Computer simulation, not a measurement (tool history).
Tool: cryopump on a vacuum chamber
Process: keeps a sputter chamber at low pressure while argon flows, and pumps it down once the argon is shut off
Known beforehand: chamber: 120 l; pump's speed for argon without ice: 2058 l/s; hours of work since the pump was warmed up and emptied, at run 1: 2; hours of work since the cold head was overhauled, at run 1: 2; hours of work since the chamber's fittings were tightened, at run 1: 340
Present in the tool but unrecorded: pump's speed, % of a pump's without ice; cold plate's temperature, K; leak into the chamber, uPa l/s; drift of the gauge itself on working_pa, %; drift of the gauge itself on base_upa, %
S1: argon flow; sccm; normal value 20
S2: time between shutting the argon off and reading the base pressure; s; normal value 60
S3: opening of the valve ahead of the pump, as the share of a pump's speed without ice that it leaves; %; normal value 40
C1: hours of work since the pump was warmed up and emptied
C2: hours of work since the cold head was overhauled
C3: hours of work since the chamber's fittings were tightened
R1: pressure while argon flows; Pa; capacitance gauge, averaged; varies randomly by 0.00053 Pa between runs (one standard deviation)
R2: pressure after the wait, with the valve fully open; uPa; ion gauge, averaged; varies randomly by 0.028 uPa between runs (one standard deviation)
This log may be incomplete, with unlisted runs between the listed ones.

run 1 hour=0.0 | S1=20 S2=60 S3=40 | C1=2 C2=2 C3=340 | R1=0.0404 R2=1.30
run 2 hour=46.8 | S1=20 S2=60 S3=58 | C1=29 C2=29 C3=367 | R1=0.0283 R2=1.33
run 3 hour=80.9 | S1=20 S2=60 S3=32 | C1=49 C2=49 C3=387 | R1=0.0532 R2=1.34
run 4 hour=109.1 | S1=20 S2=60 S3=32 | C1=65 C2=65 C3=403 | R1=0.0520 R2=1.34
run 5 hour=149.1 | S1=10 S2=60 S3=40 | C1=87 C2=87 C3=425 | R1=0.0217 R2=1.37
run 6 hour=174.7 | S1=20 S2=60 S3=40 | C1=102 C2=102 C3=440 | R1=0.0418 R2=1.31
run 7 hour=223.5 | S1=20 S2=60 S3=40 | C1=130 C2=130 C3=468 | R1=0.0420 R2=1.34
run 8 hour=258.8 | S1=20 S2=81 S3=40 | C1=150 C2=150 C3=488 | R1=0.0428 R2=1.06
run 9 hour=283.3 | S1=20 S2=81 S3=40 | C1=164 C2=164 C3=502 | R1=0.0421 R2=1.08
run 10 hour=330.9 | S1=20 S2=81 S3=40 | C1=191 C2=191 C3=529 | R1=0.0436 R2=1.07
run 11 hour=376.1 | S1=20 S2=81 S3=40 | C1=217 C2=217 C3=555 | R1=0.0431 R2=1.05
run 12 hour=419.2 | S1=20 S2=60 S3=25 | C1=241 C2=241 C3=579 | R1=0.0678 R2=1.41
run 13 hour=457.7 | S1=20 S2=60 S3=25 | C1=263 C2=263 C3=601 | R1=0.0681 R2=1.37
run 14 hour=494.2 | S1=15 S2=148 S3=39 | C1=284 C2=284 C3=622 | R1=0.0334 R2=0.75
run 15 hour=514.4 | S1=15 S2=148 S3=39 | C1=295 C2=295 C3=633 | R1=0.0337 R2=0.76
run 16 hour=553.3 | S1=12 S2=60 S3=35 | C1=317 C2=317 C3=655 | R1=0.0295 R2=1.41
run 17 hour=578.0 | S1=20 S2=60 S3=31 | C1=331 C2=331 C3=669 | R1=0.0567 R2=1.39
run 18 hour=614.7 | S1=20 S2=26 S3=31 | C1=352 C2=352 C3=690 | R1=0.0561 R2=2.86
run 19 hour=647.7 | S1=20 S2=25 S3=47 | C1=371 C2=371 C3=709 | R1=0.0371 R2=3.02
run 20 hour=680.0 | S1=20 S2=25 S3=47 | C1=389 C2=389 C3=728 | R1=0.0379 R2=2.99
run 21 hour=727.8 | S1=21 S2=44 S3=47 | C1=417 C2=417 C3=755 | R1=0.0398 R2=1.84
run 22 hour=754.8 | S1=21 S2=44 S3=47 | C1=432 C2=432 C3=770 | R1=0.0392 R2=1.78
run 23 hour=803.7 | S1=13 S2=210 S3=40 | C1=460 C2=460 C3=798 | R1=0.0287 R2=0.64
run 24 hour=831.0 | S1=20 S2=239 S3=19 | C1=475 C2=475 C3=813 | R1=0.0896 R2=0.62
run 25 hour=870.3 | S1=20 S2=60 S3=49 | C1=498 C2=498 C3=836 | R1=0.0384 R2=1.41

Selected run-to-run steps in R1, each split into two signed amounts: the part the tool would show with no hidden state at all (from settings, incoming material and random variation), and the remainder, which goes to the hidden state together with any gauge scatter not common to the measured and the hidden-state-free results:
Run 22 -> 23: S1 21 -> 13, S2 44 -> 210, S3 47 -> 40. R1 -0.0105 Pa: hidden state -0.0012, all else -0.0093.
Run 23 -> 24: S1 13 -> 20, S2 210 -> 239, S3 40 -> 19. R1 +0.0609 Pa: hidden state +0.0014, all else +0.0595.
Run 24 -> 25: S2 239 -> 60, S3 19 -> 49. R1 -0.0512 Pa: hidden state +0.0003, all else -0.0515.
